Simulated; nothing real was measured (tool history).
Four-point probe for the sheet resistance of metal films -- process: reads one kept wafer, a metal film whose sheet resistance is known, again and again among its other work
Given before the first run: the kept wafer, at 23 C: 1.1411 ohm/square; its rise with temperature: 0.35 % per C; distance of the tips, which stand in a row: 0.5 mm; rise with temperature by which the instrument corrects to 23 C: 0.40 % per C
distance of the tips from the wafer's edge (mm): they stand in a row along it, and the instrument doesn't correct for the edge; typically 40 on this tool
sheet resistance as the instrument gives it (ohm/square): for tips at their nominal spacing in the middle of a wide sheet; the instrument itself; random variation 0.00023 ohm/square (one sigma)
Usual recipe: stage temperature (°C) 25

run   hour  stage temperature (°C)  distance of the tips from the wafer's edge (mm)  sheet resistance as the instrument gives it (ohm/square)
  1      0                      25                                               40                                                  1.133242
  2   26.5                      25                                               40                                                  1.133412
  3   51.3                      25                                               40                                                  1.133645
  4   79.1                      19                                               40                                                  1.136833
  5   96.3                      19                                               40                                                  1.136583
  6  115.3                      25                                               40                                                  1.133615
  7  136.5                      21                                               40                                                  1.135813
  8  154.9                      25                                               40                                                  1.133383
  9  181.2                      25                                               40                                                  1.133224
 10    205                      25                                               40                                                  1.133695
 11  224.1                      25                                               40                                                  1.133526

What does the tool deliver on the next run?
 12  251.4                      19                                               40                                                         ?

{"run 12": {"sheet resistance as the instrument gives it (ohm/square)": 1.136608}}
Take away the tool's hidden state, keep the run-to-run variation as it was, and the same run would have given sheet resistance as the instrument gives it (ohm/square) 1.143374.
